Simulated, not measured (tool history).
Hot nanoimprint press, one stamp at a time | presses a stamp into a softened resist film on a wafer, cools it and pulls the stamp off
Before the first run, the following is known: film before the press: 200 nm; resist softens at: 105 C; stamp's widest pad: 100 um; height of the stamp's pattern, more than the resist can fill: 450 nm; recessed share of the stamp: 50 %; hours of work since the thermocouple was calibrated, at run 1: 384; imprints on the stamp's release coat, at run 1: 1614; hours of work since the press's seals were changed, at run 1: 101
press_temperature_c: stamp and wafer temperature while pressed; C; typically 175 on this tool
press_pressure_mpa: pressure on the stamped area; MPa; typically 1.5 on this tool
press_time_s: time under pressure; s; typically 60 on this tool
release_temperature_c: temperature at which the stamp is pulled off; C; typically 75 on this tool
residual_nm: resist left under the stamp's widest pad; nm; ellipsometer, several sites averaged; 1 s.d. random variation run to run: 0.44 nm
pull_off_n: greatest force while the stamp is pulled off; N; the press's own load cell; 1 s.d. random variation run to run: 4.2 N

| run | day | press_temperature_c | press_pressure_mpa | press_time_s | release_temperature_c | hours of work since the thermocouple was calibrated | imprints on the stamp's release coat | hours of work since the press's seals were changed | residual_nm | pull_off_n |
|---|---|---|---|---|---|---|---|---|---|---|
| 1 | 0 | 175 | 1.5 | 60 | 75 | 384 | 1614 | 101 | 117.5 | 204 |
| 2 | 0.321 | 175 | 1.5 | 60 | 75 | 388 | 1645 | 105 | 116.7 | 204 |
| 3 | 0.588 | 175 | 1.5 | 60 | 75 | 391 | 1672 | 109 | 117.7 | 205 |
|  | 0.875 | plate thermocouple calibrated |
| 4 | 0.962 | 175 | 1.5 | 59 | 75 | 1 | 1696 | 112 | 117.8 | 213 |
| 5 | 1.171 | 175 | 1.5 | 59 | 75 | 4 | 1717 | 115 | 118 | 207 |
| 6 | 1.562 | 175 | 1.5 | 59 | 75 | 9 | 1756 | 120 | 118.5 | 215 |
| 7 | 1.996 | 175 | 1.5 | 60 | 75 | 14 | 1799 | 125 | 118.2 | 210 |
|  | 2.45 | stamp cleaned and given a new release coat |
| 8 | 2.55 | 175 | 1.5 | 60 | 75 | 18 | 10 | 129 | 118.3 | 207 |
| 9 | 2.933 | 175 | 1.5 | 30 | 75 | 23 | 48 | 134 | 144.1 | 203 |
| 10 | 3.371 | 175 | 1.5 | 30 | 75 | 29 | 91 | 140 | 145.2 | 205 |
| 11 | 3.746 | 175 | 1.5 | 30 | 75 | 34 | 129 | 145 | 145.5 | 203 |
| 12 | 4.042 | 175 | 1.5 | 30 | 75 | 38 | 158 | 149 | 145.3 | 202 |
| 13 | 4.45 | 175 | 1.5 | 60 | 75 | 43 | 198 | 154 | 119.2 | 208 |
| 14 | 4.804 | 175 | 1.5 | 60 | 75 | 48 | 233 | 158 | 119.1 | 207 |
| 15 | 5.017 | 175 | 1.5 | 60 | 75 | 50 | 254 | 161 | 119.7 | 206 |
| 16 | 5.296 | 175 | 1.4 | 60 | 72 | 54 | 282 | 165 | 122.5 | 215 |
| 17 | 5.738 | 175 | 1.4 | 60 | 72 | 60 | 326 | 171 | 122.7 | 216 |
| 18 | 6.071 | 175 | 1.4 | 60 | 72 | 64 | 359 | 175 | 122.8 | 218 |
| 19 | 6.358 | 171 | 1.5 | 68 | 75 | 68 | 387 | 179 | 129.4 | 210 |
| 20 | 6.667 | 164 | 1.38 | 52 | 62 | 72 | 418 | 183 | 167.9 | 238 |
| 21 | 7.038 | 175 | 1.5 | 57 | 63 | 77 | 455 | 187 | 122.7 | 245 |
| 22 | 7.325 | 175 | 1.5 | 57 | 63 | 80 | 483 | 191 | 122.1 | 246 |
|  | 7.358 | gauge calibrated |
| 23 | 7.592 | 175 | 1.21 | 41 | 75 | 84 | 509 | 195 | 140.8 | 210 |
| 24 | 7.846 | 175 | 1.21 | 41 | 75 | 87 | 535 | 198 | 140.2 | 204 |
| 25 | 8.267 | 175 | 2.19 | 68 | 77 | 92 | 576 | 203 | 98.4 | 201 |
| 26 | 8.7 | 175 | 2.19 | 68 | 77 | 98 | 620 | 209 | 99.1 | 197 |
| 27 | 8.942 | 175 | 2.19 | 108 | 73 | 101 | 644 | 212 | 81.7 | 203 |
| 28 | 9.154 | 179 | 2.19 | 55 | 73 | 104 | 665 | 215 | 94 | 212 |
| 29 | 9.467 | 179 | 2.19 | 55 | 73 | 108 | 696 | 219 | 94.1 | 211 |
| 30 | 9.729 | 175 | 1.5 | 88 | 76 | 111 | 721 | 222 | 103.7 | 204 |

Forecast each of these 3 alternatives for the next run:
| A | 10.129 | 175 | 1.5 | 104 | 78 | 117 | 761 | 227 | ? | ? |
| B | 10.129 | 175 | 1.24 | 120 | 76 | 117 | 761 | 227 | ? | ? |
| C | 10.129 | 175 | 1.78 | 60 | 64 | 117 | 761 | 227 | ? | ? |

| run | residual_nm | pull_off_n |
|---|---|---|
| A | 97.2 | 196 |
| B | 99.9 | 201 |
| C | 112.3 | 244 |
With no hidden state in the tool, these same runs would have given:
| run | residual_nm | pull_off_n |
|---|---|---|
| A | 96.2 | 195 |
| B | 98.9 | 200 |
| C | 111.2 | 243 |

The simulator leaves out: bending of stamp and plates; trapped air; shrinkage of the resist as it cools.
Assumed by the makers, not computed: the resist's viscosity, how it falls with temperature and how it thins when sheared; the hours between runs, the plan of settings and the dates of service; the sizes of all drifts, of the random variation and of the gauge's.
